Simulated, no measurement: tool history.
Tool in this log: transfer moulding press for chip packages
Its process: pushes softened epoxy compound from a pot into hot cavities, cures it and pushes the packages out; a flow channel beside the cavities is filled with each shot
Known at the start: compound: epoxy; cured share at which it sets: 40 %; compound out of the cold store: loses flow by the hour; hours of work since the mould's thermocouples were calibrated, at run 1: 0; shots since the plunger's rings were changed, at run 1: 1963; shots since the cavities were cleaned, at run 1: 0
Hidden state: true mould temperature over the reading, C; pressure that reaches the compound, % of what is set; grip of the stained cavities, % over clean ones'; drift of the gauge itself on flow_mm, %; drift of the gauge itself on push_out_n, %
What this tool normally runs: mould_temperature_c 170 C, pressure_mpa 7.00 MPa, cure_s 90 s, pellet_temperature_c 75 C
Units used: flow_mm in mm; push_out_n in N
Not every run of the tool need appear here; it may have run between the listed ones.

run,hour,mould_temperature_c,pressure_mpa,cure_s,pellet_temperature_c,hours of work since the mould's thermocouples were calibrated,shots since the plunger's rings were changed,shots since the cavities were cleaned,incoming compound's hours out of the cold store,flow_mm,push_out_n
1,0.0,170,7.00,90,75,0,1963,0,32.0,521,305
2,26.1,170,7.00,83,75,12,2201,238,23.9,536,337
3,79.0,170,7.00,83,75,35,2685,722,38.4,513,346
# hour 97.8: cavities cleaned with cleaning compound and waxed
4,130.3,170,7.00,83,75,57,3140,297,19.4,544,341
5,163.4,170,7.00,90,75,72,3444,601,42.7,501,294
# hour 175.8: plunger's sealing rings changed
# hour 201.3: cavities cleaned with cleaning compound and waxed
6,220.4,166,7.00,90,75,95,394,175,35.7,523,366
7,247.1,166,7.00,90,75,107,638,419,21.2,550,388
# hour 300.0: cavities cleaned with cleaning compound and waxed
8,300.3,168,7.00,90,75,129,1111,3,23.4,544,344
9,340.4,168,7.00,90,75,147,1478,370,28.0,538,330
10,371.9,168,7.00,90,75,161,1766,658,20.4,552,339
# hour 396.5: cavities cleaned with cleaning compound and waxed
11,406.1,168,7.00,90,75,175,2065,88,8.2,574,359
12,440.8,168,7.00,90,75,191,2382,405,15.0,562,340
# hour 494.1: cavities cleaned with cleaning compound and waxed
13,494.4,168,7.00,90,75,214,2859,2,23.8,542,348
14,531.2,165,5.82,90,75,230,3196,339,15.6,516,406
# hour 573.6: plunger's sealing rings changed
15,581.1,165,7.22,85,83,251,69,772,20.3,565,459
# hour 594.8: cavities cleaned with cleaning compound and waxed
16,643.2,171,5.99,124,76,277,623,442,31.9,479,263
17,684.3,170,7.00,112,75,295,999,818,37.0,511,266
# hour 694.5: cavities cleaned with cleaning compound and waxed
18,745.6,170,8.49,71,81,322,1547,468,41.5,553,453
# hour 791.2: cavities cleaned with cleaning compound and waxed
19,794.8,170,8.49,71,81,343,1983,34,21.9,596,453
20,842.7,170,8.49,71,81,364,2421,472,24.0,592,458
# hour 889.9: cavities cleaned with cleaning compound and waxed
21,899.7,170,7.00,94,75,388,2929,90,42.8,498,289
22,962.7,170,7.12,85,75,416,3504,665,36.0,518,333
# hour 970.7: plunger's sealing rings changed
# hour 990.9: cavities cleaned with cleaning compound and waxed
23,1019.5,167,7.12,111,75,439,432,260,20.4,553,284
24,1048.2,164,6.31,70,67,452,695,523,41.7,487,758
# hour 1090.1: cavities cleaned with cleaning compound and waxed
25,1112.9,163,7.02,90,75,479,1273,208,21.8,561,474
26,1163.1,163,8.52,90,75,501,1732,667,23.6,612,467

Each row is a separate what-if for the run after 26, all from the same tool condition, not one after another. Results?
# hour 1189.5: cavities cleaned with cleaning compound and waxed
A,1222.4,170,7.00,101,75,527,2261,301,8.2,?,?
# hour 1189.5: cavities cleaned with cleaning compound and waxed
B,1222.4,172,7.00,90,69,527,2261,301,45.7,?,?
# hour 1189.5: cavities cleaned with cleaning compound and waxed
C,1222.4,162,8.52,98,75,527,2261,301,34.9,?,?

run,flow_mm,push_out_n
A,571,272
B,499,283
C,588,414
The same runs, with their run-to-run variation unchanged, on a tool lacking any hidden condition would have given:
run,flow_mm,push_out_n
A,572,270
B,500,281
C,589,411
